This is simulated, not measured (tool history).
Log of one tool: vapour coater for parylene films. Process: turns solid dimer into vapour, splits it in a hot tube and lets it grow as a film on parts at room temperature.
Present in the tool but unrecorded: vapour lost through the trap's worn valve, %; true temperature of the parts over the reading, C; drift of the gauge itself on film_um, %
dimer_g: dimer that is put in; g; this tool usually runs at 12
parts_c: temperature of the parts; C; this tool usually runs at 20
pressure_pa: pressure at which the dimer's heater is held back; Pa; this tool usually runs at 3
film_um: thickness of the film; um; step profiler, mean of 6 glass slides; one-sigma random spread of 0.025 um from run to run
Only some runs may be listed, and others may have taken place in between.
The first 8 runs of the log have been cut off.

run,hour,dimer_g,parts_c,pressure_pa,hours of work since the trap's valve was overhauled,hours of work since the table's thermometer was calibrated,film_um
9,188.7,17,20,3,146,501,5.48
10,219.3,12,20,3,169,524,3.87
11,243,12,20,3,187,542,3.91
12,277.9,12,20,3,214,568,3.87
# hour 284.1: trap's valve overhauled
13,312.1,12,20,3,21,591,3.74
# hour 336.2: trap's valve overhauled, once more
14,344.2,12,20,3,6,612,4
15,378.2,12,20,2.15,32,638,4.1
16,392.7,12,20,2.15,42,649,4.09
17,409.7,12,20,2.15,55,662,4.06
18,435.9,12,21,2.15,75,681,3.94
19,461,7,21,2.23,94,700,2.27
20,475.3,7,21,2.23,105,711,2.25
21,503.5,6,15,3,126,732,2.35
22,531.5,6,15,3,147,753,2.35
23,550.8,12,19,3,161,768,4.06
24,572,12,19,3,177,784,3.99
25,597,12,19,3,196,802,4.01
26,628.8,12,19,3,220,826,3.99
27,662.1,12,19,3,245,851,3.99
28,684.8,17,26,5.13,262,868,4.08
# hour 697.8: trap's valve overhauled
29,717.5,5,19,5.37,15,890,1.62
30,745.1,7,28,2.54,36,911,1.7
31,760.5,7,20,4.88,47,922,2.18
32,790.5,7,20,4.88,70,945,2.19
33,808.9,14,30,5.35,83,959,2.91

What does the tool deliver on the next run?
34,832,11,20,5.93,101,976,?

{"run 34": {"film_um": 3.28}}
With the hidden condition absent and the run-to-run variation left alone, this run would have shown film_um 3.37 um.
